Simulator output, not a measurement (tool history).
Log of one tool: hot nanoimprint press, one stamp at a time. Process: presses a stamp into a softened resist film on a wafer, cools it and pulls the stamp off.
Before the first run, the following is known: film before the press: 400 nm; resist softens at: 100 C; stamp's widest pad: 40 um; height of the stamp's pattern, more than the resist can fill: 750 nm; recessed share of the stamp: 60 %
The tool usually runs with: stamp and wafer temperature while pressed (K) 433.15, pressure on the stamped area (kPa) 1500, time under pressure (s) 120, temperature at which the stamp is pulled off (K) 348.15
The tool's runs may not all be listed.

run   hour  stamp and wafer temperature while pressed (K)  pressure on the stamped area (kPa)  time under pressure (s)  temperature at which the stamp is pulled off (K)  resist left under the stamp's widest pad (nm)  greatest force while the stamp is pulled off (N)
  1      0                                         433.15                                1500                      120                                            348.15                                          212.6                                               199
  2   14.2                                         433.15                                1500                      182                                            348.15                                          181.1                                               198
  3   26.5                                         433.15                                1500                      182                                            337.15                                          181.3                                               264
      39.7  -- plate thermocouple calibrated
  4   43.8                                         433.15                                1500                      182                                            337.15                                          180.6                                               251
  5   55.4                                         433.15                                1500                      182                                            337.15                                          181.1                                               254
  6   63.4                                         433.15                                1500                      182                                            337.15                                          180.7                                               251
  7   74.7                                         433.15                                1880                      120                                            348.15                                          193.1                                               199
  8   85.1                                         433.15                                1880                      120                                            348.15                                          193.4                                               198
  9   96.8                                         433.15                                1050                      120                                            348.15                                          241.4                                               199
 10  105.8                                         433.15                                2070                      120                                            348.15                                          185.9                                               204
 11  116.1                                         433.15                                1350                      120                                            348.15                                          219.2                                               198
 12  125.3                                         433.15                                1350                      120                                            348.15                                          219.6                                               197
 13  132.2                                         429.15                                1410                      120                                            348.15                                          245.7                                               205
 14    144                                         429.15                                1410                      120                                            348.15                                          247.4                                               197
 15  153.2                                         429.15                                1410                      120                                            348.15                                          246.9                                               198
 16  164.8                                         440.15                                1410                       62                                            348.15                                          215.1                                               197
 17  172.4                                         437.15                                1380                      120                                            345.15                                          188.3                                               217
 18  184.3                                         437.15                                1380                      120                                            345.15                                          187.6                                               212
 19  195.6                                         426.15                                1500                      199                                            347.15                                          228.1                                               201
 20  204.5                                         426.15                                1500                      199                                            347.15                                          227.4                                               201
 21  214.6                                         440.15                                1330                      102                                            343.15                                          182.3                                               221
 22  224.2                                         440.15                                1330                      102                                            343.15                                            183                                               222
 23  234.4                                         422.15                                2350                      206                                            346.15                                          224.1                                               211
 24  241.7                                         435.15                                 970                       67                                            355.15                                            271                                               163

Here are 3 independent what-if runs from the current tool condition. What would each one return?
  A  249.9                                         436.15                                1530                      129                                            355.15                                              ?                                                 ?
  B  249.9                                         433.15                                1150                      120                                            348.15                                              ?                                                 ?
  C  249.9                                         433.15                                 940                       61                                            336.15                                              ?                                                 ?

run  resist left under the stamp's widest pad (nm)  greatest force while the stamp is pulled off (N)
  A                                          181.5                                               162
  B                                          229.9                                               204
  C                                          293.2                                               256
The same runs, with their run-to-run variation unchanged, on a tool lacking any hidden condition would have given:
run  resist left under the stamp's widest pad (nm)  greatest force while the stamp is pulled off (N)
  A                                          184.4                                               161
  B                                          233.7                                               204
  C                                            298                                               255
